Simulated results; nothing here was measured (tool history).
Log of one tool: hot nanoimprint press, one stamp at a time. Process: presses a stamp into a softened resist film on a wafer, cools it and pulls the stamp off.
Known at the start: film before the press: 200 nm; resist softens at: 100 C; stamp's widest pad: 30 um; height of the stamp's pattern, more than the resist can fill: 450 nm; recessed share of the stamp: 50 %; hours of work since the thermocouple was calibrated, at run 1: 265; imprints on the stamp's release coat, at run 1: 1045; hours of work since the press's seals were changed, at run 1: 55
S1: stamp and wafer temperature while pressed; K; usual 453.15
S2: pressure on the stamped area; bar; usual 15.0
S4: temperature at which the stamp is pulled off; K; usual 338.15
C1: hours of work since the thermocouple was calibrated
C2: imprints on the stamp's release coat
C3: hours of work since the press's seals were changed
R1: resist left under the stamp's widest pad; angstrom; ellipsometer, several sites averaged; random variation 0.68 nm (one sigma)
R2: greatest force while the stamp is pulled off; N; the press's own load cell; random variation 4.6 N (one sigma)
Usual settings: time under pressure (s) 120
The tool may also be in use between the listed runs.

Run 1, hour 0.0: usual settings; C1 265; C2 1045; C3 55. Result: R1 797 angstrom, R2 275 N.
Run 2, hour 11.7: usual settings but S1 448.15 K; C1 272; C2 1090; C3 61. Result: R1 1031 angstrom, R2 278 N.
Run 3, hour 22.6: usual settings but S1 448.15 K; C1 279; C2 1132; C3 68. Result: R1 1020 angstrom, R2 268 N.
Run 4, hour 34.1: usual settings; C1 285; C2 1176; C3 75. Result: R1 802 angstrom, R2 267 N.
Run 5, hour 42.3: usual settings; C1 290; C2 1208; C3 79. Result: R1 803 angstrom, R2 259 N.
Run 6, hour 50.0: usual settings but S4 329.15 K; C1 295; C2 1237; C3 84. Result: R1 809 angstrom, R2 345 N.
Run 7, hour 58.2: usual settings but time under pressure (s) 84, S4 329.15 K; C1 300; C2 1269; C3 89. Result: R1 927 angstrom, R2 341 N.
Run 8, hour 67.7: usual settings but time under pressure (s) 84, S4 329.15 K; C1 305; C2 1305; C3 94. Result: R1 936 angstrom, R2 343 N.
Run 9, hour 77.7: usual settings but time under pressure (s) 200, S4 341.15 K; C1 311; C2 1344; C3 100. Result: R1 648 angstrom, R2 262 N.
Run 10, hour 83.2: usual settings but S1 446.15 K, S2 11.2 bar, time under pressure (s) 148, S4 326.15 K; C1 314; C2 1365; C3 103. Result: R1 1176 angstrom, R2 371 N.
Run 11, hour 93.9: usual settings but S1 450.15 K, S2 11.2 bar, time under pressure (s) 92, S4 337.15 K; C1 321; C2 1406; C3 110. Result: R1 1155 angstrom, R2 293 N.

Forecast each of these 5 alternatives for the next run:
Run A, hour 103.4: usual settings but S1 446.15 K, S2 11.2 bar, time under pressure (s) 92, S4 337.15 K; C1 326; C2 1443; C3 115. Result: R1 ?, R2 ?.
Run B, hour 103.4: usual settings but S1 450.15 K, S2 21.2 bar, time under pressure (s) 210, S4 337.15 K; C1 326; C2 1443; C3 115. Result: R1 ?, R2 ?.
Run C, hour 103.4: usual settings but S1 452.15 K, S2 23.2 bar, time under pressure (s) 92, S4 330.15 K; C1 326; C2 1443; C3 115. Result: R1 ?, R2 ?.
Run D, hour 103.4: usual settings but S1 446.15 K, time under pressure (s) 127, S4 327.15 K; C1 326; C2 1443; C3 115. Result: R1 ?, R2 ?.
Run E, hour 103.4: usual settings but S1 462.15 K, S2 12.8 bar, time under pressure (s) 92, S4 341.15 K; C1 326; C2 1443; C3 115. Result: R1 ?, R2 ?.

run    R1   R2
  A  1349  280
  B   635  303
  C   789  346
  D  1116  361
  E   619  256
Without the tool's hidden state the same runs would have given:
run    R1   R2
  A  1292  218
  B   594  236
  C   743  271
  D  1058  283
  E   586  199
